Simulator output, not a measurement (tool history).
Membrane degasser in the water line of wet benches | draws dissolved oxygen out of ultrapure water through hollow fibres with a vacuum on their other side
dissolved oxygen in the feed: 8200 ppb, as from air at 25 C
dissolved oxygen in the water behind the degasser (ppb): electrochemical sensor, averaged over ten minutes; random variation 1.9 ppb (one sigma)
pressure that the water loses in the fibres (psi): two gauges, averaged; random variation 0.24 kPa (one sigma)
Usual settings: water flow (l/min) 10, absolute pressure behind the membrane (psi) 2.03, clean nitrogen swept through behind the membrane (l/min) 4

| run | hour | water flow (l/min) | absolute pressure behind the membrane (psi) | clean nitrogen swept through behind the membrane (l/min) | dissolved oxygen in the water behind the degasser (ppb) | pressure that the water loses in the fibres (psi) |
|---|---|---|---|---|---|---|
| 1 | 0 | 10 | 2.03 | 4 | 217.8 | 9.239 |
| 2 | 87.1 | 10 | 2.03 | 4 | 218.7 | 9.191 |
| 3 | 189 | 15 | 2.03 | 4 | 527.9 | 13.815 |
| 4 | 272.9 | 15 | 2.03 | 4 | 520.1 | 13.874 |
| 5 | 388.3 | 15 | 2.03 | 4 | 523.2 | 13.895 |
| 6 | 442.5 | 10 | 3.7 | 4 | 293.9 | 9.256 |
| 7 | 528.4 | 7 | 2.03 | 4 | 96 | 6.519 |
| 8 | 602.6 | 7 | 2.03 | 4 | 96.1 | 6.53 |
| 9 | 651.5 | 10 | 2.03 | 5.77 | 208.8 | 9.288 |
|  | 747 | vacuum gauge calibrated |
| 10 | 747 | 10 | 2.03 | 4 | 222.5 | 9.22 |
| 11 | 828.1 | 10 | 2.03 | 4 | 225.8 | 9.316 |
| 12 | 938.4 | 9 | 3.39 | 4.6 | 216.3 | 8.432 |
| 13 | 1026.9 | 9 | 3.39 | 9.09 | 168.4 | 8.424 |
| 14 | 1083.1 | 9 | 3.39 | 9.09 | 167 | 8.393 |
| 15 | 1187.8 | 7 | 1.23 | 6.41 | 64 | 6.585 |
| 16 | 1291.7 | 9 | 1.86 | 6.41 | 152.3 | 8.448 |
| 17 | 1356.3 | 9 | 1.86 | 6.41 | 153.8 | 8.444 |
| 18 | 1428.1 | 9 | 1.86 | 6.41 | 153.9 | 8.408 |
| 19 | 1474.4 | 10 | 2.96 | 8.64 | 217.1 | 9.359 |
| 20 | 1557 | 6 | 2.78 | 9.87 | 53.6 | 5.678 |
| 21 | 1637.1 | 10 | 3.58 | 2.53 | 367.7 | 9.416 |

The same runs without the tool's hidden state, with the same run-to-run variation:
The hidden state here: membrane still open, %; true pressure behind the membrane over the reading, kPa; air that leaks in behind the membrane, l/min; drift of the gauge itself on oxygen_ppb, %; drift of the gauge itself on loss_of_pressure_kpa, %.
| run | dissolved oxygen in the water behind the degasser (ppb) | pressure that the water loses in the fibres (psi) |
|---|---|---|
| 1 | 185.8 | 8.769 |
| 2 | 185.9 | 8.71 |
| 3 | 458.3 | 13.072 |
| 4 | 450.4 | 13.114 |
| 5 | 451.2 | 13.113 |
| 6 | 256 | 8.728 |
| 7 | 80.2 | 6.141 |
| 8 | 79.8 | 6.145 |
| 9 | 170.8 | 8.736 |
| 10 | 185.7 | 8.656 |
| 11 | 187.7 | 8.74 |
| 12 | 184 | 7.9 |
| 13 | 136.9 | 7.88 |
| 14 | 135.4 | 7.845 |
| 15 | 48.1 | 6.15 |
| 16 | 119.6 | 7.874 |
| 17 | 120.3 | 7.864 |
| 18 | 120.1 | 7.822 |
| 19 | 172.8 | 8.704 |
| 20 | 42.2 | 5.278 |
| 21 | 318.1 | 8.734 |
